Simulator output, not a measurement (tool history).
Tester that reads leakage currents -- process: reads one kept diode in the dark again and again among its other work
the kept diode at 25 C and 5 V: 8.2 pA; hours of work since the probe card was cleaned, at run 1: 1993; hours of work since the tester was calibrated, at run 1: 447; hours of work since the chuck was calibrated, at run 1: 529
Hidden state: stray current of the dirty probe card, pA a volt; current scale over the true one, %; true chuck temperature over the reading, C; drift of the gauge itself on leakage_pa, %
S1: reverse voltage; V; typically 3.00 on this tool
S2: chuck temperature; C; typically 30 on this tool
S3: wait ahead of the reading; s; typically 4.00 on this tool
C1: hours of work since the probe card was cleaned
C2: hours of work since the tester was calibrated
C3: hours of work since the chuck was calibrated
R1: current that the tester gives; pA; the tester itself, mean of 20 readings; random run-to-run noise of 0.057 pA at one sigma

run,hour,S1,S2,S3,C1,C2,C3,R1
1,0.0,3.00,30,4.00,1993,447,529,12.59
2,105.4,3.00,30,4.00,2054,508,589,12.54
3,173.2,3.00,30,4.00,2093,547,628,12.66
4,272.0,3.00,30,4.00,2150,604,685,12.72
5,330.5,3.00,30,1.24,2184,638,719,13.14
6,376.0,3.00,30,1.24,2210,664,746,13.19
7,435.5,3.00,30,0.94,2244,698,780,13.31
8,500.0,3.00,30,4.00,2281,736,817,12.97
9,550.9,3.00,35,4.00,2311,765,846,17.23
10,616.4,3.00,35,4.00,2349,803,884,17.37
11,711.2,1.73,30,4.00,2403,858,939,9.05
12,772.8,1.73,30,4.00,2439,893,974,9.05
13,853.1,1.73,30,4.00,2485,939,1021,9.15
14,921.4,1.73,30,7.24,2525,979,1060,9.06
15,1017.2,1.73,30,7.24,2580,1034,1115,9.13
16,1105.5,3.00,30,4.00,2631,1085,1166,13.47
17,1168.1,3.00,30,4.00,2667,1121,1203,13.48
18,1219.4,3.00,30,4.00,2697,1151,1232,13.61
# hour 1257.8: chuck's temperature calibrated
19,1306.2,1.99,30,4.00,2745,1200,28,10.66
20,1374.2,1.63,38,0.99,2785,1239,67,14.95
21,1463.5,1.63,38,0.99,2836,1290,119,14.92
22,1509.3,2.72,49,0.31,2863,1317,145,40.57
23,1565.6,3.00,56,5.78,2895,1349,178,64.00
24,1622.7,1.40,30,2.68,2928,1382,211,8.49
25,1678.9,1.40,21,4.80,2960,1415,243,5.32
26,1738.4,10.37,22,9.45,2995,1449,277,28.03
27,1798.0,1.83,26,3.47,3029,1484,312,8.33
28,1868.7,9.06,42,7.62,3070,1524,353,57.50
29,1927.2,3.23,30,7.26,3104,1558,386,15.49
30,1982.4,8.28,31,8.83,3136,1590,418,32.74
31,2063.5,8.28,31,8.83,3182,1637,465,32.80
32,2118.7,3.00,41,4.00,3214,1669,497,26.37
33,2180.2,2.64,41,0.86,3250,1704,532,24.82
34,2269.1,2.64,41,0.86,3301,1755,584,24.72
35,2348.8,2.64,41,0.86,3347,1801,630,25.05
36,2446.6,8.97,30,1.74,3404,1858,686,35.40
37,2545.1,4.70,51,2.06,3460,1915,743,62.78
38,2633.3,2.81,43,2.06,3511,1965,794,28.84

Below, some changes in R1 between adjacent runs. For each, the amount present without the hidden state too (settings, incoming material, random variation) and the amount remaining for the hidden state with gauge scatter not shared by both compared results:
Run 23 -> 24: S1 3.00 -> 1.40, S2 56 -> 30, S3 5.78 -> 2.68. R1 -55.51 pA: hidden state -2.41, all else -53.10.
Run 25 -> 26: S1 1.40 -> 10.37, S2 21 -> 22, S3 4.80 -> 9.45. R1 +22.71 pA: hidden state +15.64, all else +7.07.
Run 26 -> 27: S1 10.37 -> 1.83, S2 22 -> 26, S3 9.45 -> 3.47. R1 -19.70 pA: hidden state -14.84, all else -4.86.
Run 27 -> 28: S1 1.83 -> 9.06, S2 26 -> 42, S3 3.47 -> 7.62. R1 +49.17 pA: hidden state +12.66, all else +36.51.
Run 28 -> 29: S1 9.06 -> 3.23, S2 42 -> 30, S3 7.62 -> 7.26. R1 -42.01 pA: hidden state -10.08, all else -31.93.
Run 35 -> 36: S1 2.64 -> 8.97, S2 41 -> 30, S3 0.86 -> 1.74. R1 +10.35 pA: hidden state +12.77, all else -2.42.
